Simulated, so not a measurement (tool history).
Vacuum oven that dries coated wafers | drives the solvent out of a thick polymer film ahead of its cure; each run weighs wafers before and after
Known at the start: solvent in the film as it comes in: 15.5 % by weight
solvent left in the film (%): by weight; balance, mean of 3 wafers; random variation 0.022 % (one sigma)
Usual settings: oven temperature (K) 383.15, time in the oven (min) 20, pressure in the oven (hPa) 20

Run 1, hour 0: usual settings. Result: solvent left in the film (%) 1.63.
Run 2, hour 24.1: usual settings. Result: solvent left in the film (%) 1.63.
Run 3, hour 71: usual settings. Result: solvent left in the film (%) 1.63.
Run 4, hour 124.4: usual settings. Result: solvent left in the film (%) 1.67.
Run 5, hour 154: usual settings. Result: solvent left in the film (%) 1.67.
Run 6, hour 178.4: usual settings. Result: solvent left in the film (%) 1.67.
Run 7, hour 213: usual settings but pressure in the oven (hPa) 14.8. Result: solvent left in the film (%) 1.44.
Run 8, hour 247.5: usual settings but pressure in the oven (hPa) 14.8. Result: solvent left in the film (%) 1.48.
Run 9, hour 299: usual settings but pressure in the oven (hPa) 14.8. Result: solvent left in the film (%) 1.47.
Run 10, hour 341.9: usual settings but pressure in the oven (hPa) 42.6. Result: solvent left in the film (%) 2.77.
Run 11, hour 378: usual settings but pressure in the oven (hPa) 42.6. Result: solvent left in the film (%) 2.74.
Run 12, hour 426.8: usual settings but pressure in the oven (hPa) 42.6. Result: solvent left in the film (%) 2.79.
Run 13, hour 455.5: usual settings but pressure in the oven (hPa) 42.6. Result: solvent left in the film (%) 2.77.
Run 14, hour 479.1: usual settings but pressure in the oven (hPa) 42.6. Result: solvent left in the film (%) 2.79.
Run 15, hour 501.8: usual settings but pressure in the oven (hPa) 42.6. Result: solvent left in the film (%) 2.77.
Run 16, hour 539: usual settings but oven temperature (K) 376.15. Result: solvent left in the film (%) 2.93.
Run 17, hour 570.4: usual settings. Result: solvent left in the film (%) 1.76.
At hour 591.1: oven's thermocouples calibrated.
Run 18, hour 603: usual settings but pressure in the oven (hPa) 20.9. Result: solvent left in the film (%) 2.01.
Run 19, hour 645.8: usual settings. Result: solvent left in the film (%) 2.
Run 20, hour 683.5: usual settings. Result: solvent left in the film (%) 2.05.
Run 21, hour 706.1: usual settings. Result: solvent left in the film (%) 2.04.
At hour 732.1: oven's thermocouples calibrated, once more.
Run 22, hour 753.7: usual settings. Result: solvent left in the film (%) 1.5.
Run 23, hour 777.6: usual settings. Result: solvent left in the film (%) 1.45.
Run 24, hour 815.3: usual settings. Result: solvent left in the film (%) 1.5.
Run 25, hour 852.8: usual settings but oven temperature (K) 397.15, time in the oven (min) 33. Result: solvent left in the film (%) 0.66.
Run 26, hour 879.7: usual settings but oven temperature (K) 384.15, time in the oven (min) 22, pressure in the oven (hPa) 20.9. Result: solvent left in the film (%) 1.33.
At hour 889.3: vacuum gauge cleaned of residue and calibrated.
Run 27, hour 932.2: usual settings but oven temperature (K) 384.15, time in the oven (min) 13, pressure in the oven (hPa) 20.9. Result: solvent left in the film (%) 2.32.
Run 28, hour 969.6: usual settings but oven temperature (K) 384.15, time in the oven (min) 13, pressure in the oven (hPa) 20.9. Result: solvent left in the film (%) 2.31.
Run 29, hour 1009.4: usual settings but oven temperature (K) 384.15, time in the oven (min) 17, pressure in the oven (hPa) 20.9. Result: solvent left in the film (%) 1.69.
Run 30, hour 1040.3: usual settings but time in the oven (min) 25, pressure in the oven (hPa) 28.4. Result: solvent left in the film (%) 1.54.
Run 31, hour 1082: usual settings but time in the oven (min) 29. Result: solvent left in the film (%) 1.04.
Run 32, hour 1109.4: usual settings but oven temperature (K) 372.15, time in the oven (min) 33, pressure in the oven (hPa) 37.6. Result: solvent left in the film (%) 3.09.
Run 33, hour 1152.8: usual settings but oven temperature (K) 385.15, time in the oven (min) 22, pressure in the oven (hPa) 45.1. Result: solvent left in the film (%) 2.19.
Run 34, hour 1194.6: usual settings but time in the oven (min) 16. Result: solvent left in the film (%) 1.94.
Run 35, hour 1224.3: usual settings but oven temperature (K) 371.15, time in the oven (min) 19, pressure in the oven (hPa) 43.1. Result: solvent left in the film (%) 5.14.
Run 36, hour 1271.4: usual settings but oven temperature (K) 374.15, time in the oven (min) 23, pressure in the oven (hPa) 16.3. Result: solvent left in the film (%) 2.35.
Run 37, hour 1307.3: usual settings but time in the oven (min) 17, pressure in the oven (hPa) 68.7. Result: solvent left in the film (%) 3.96.
Run 38, hour 1348.5: usual settings but time in the oven (min) 13, pressure in the oven (hPa) 34.4. Result: solvent left in the film (%) 3.14.
Run 39, hour 1372.5: usual settings but time in the oven (min) 13, pressure in the oven (hPa) 34.4. Result: solvent left in the film (%) 3.19.
Run 40, hour 1415: usual settings but oven temperature (K) 380.15, time in the oven (min) 23, pressure in the oven (hPa) 34.4. Result: solvent left in the film (%) 2.38.
Run 41, hour 1468.8: usual settings but oven temperature (K) 380.15, time in the oven (min) 23, pressure in the oven (hPa) 34.4. Result: solvent left in the film (%) 2.36.
Run 42, hour 1492.9: usual settings but time in the oven (min) 10, pressure in the oven (hPa) 15.1. Result: solvent left in the film (%) 3.37.
Run 43, hour 1525: usual settings but time in the oven (min) 22, pressure in the oven (hPa) 23.6. Result: solvent left in the film (%) 1.55.
Run 44, hour 1554.5: usual settings but oven temperature (K) 371.15. Result: solvent left in the film (%) 3.73.
Run 45, hour 1591.1: usual settings but oven temperature (K) 397.15, time in the oven (min) 11, pressure in the oven (hPa) 76.7. Result: solvent left in the film (%) 2.65.
Run 46, hour 1621.1: usual settings but oven temperature (K) 380.15, time in the oven (min) 13, pressure in the oven (hPa) 14.7. Result: solvent left in the film (%) 3.08.
Run 47, hour 1652.9: usual settings but oven temperature (K) 385.15, time in the oven (min) 36, pressure in the oven (hPa) 18.3. Result: solvent left in the film (%) 0.82.
Run 48, hour 1679.8: usual settings but oven temperature (K) 385.15, time in the oven (min) 36, pressure in the oven (hPa) 12.1. Result: solvent left in the film (%) 0.65.

Forecast each of these 3 alternatives for the next run:
Run A, hour 1734.2: usual settings but oven temperature (K) 374.15, time in the oven (min) 27, pressure in the oven (hPa) 12.1. Result: solvent left in the film (%) ?.
Run B, hour 1734.2: usual settings but oven temperature (K) 394.15. Result: solvent left in the film (%) ?.
Run C, hour 1734.2: usual settings but pressure in the oven (hPa) 15.4. Result: solvent left in the film (%) ?.

run  solvent left in the film (%)
  A                          1.78
  B                          0.78
  C                           1.4
Without the tool's hidden state the same runs would have given:
run  solvent left in the film (%)
  A                          1.53
  B                           0.7
  C                          1.21
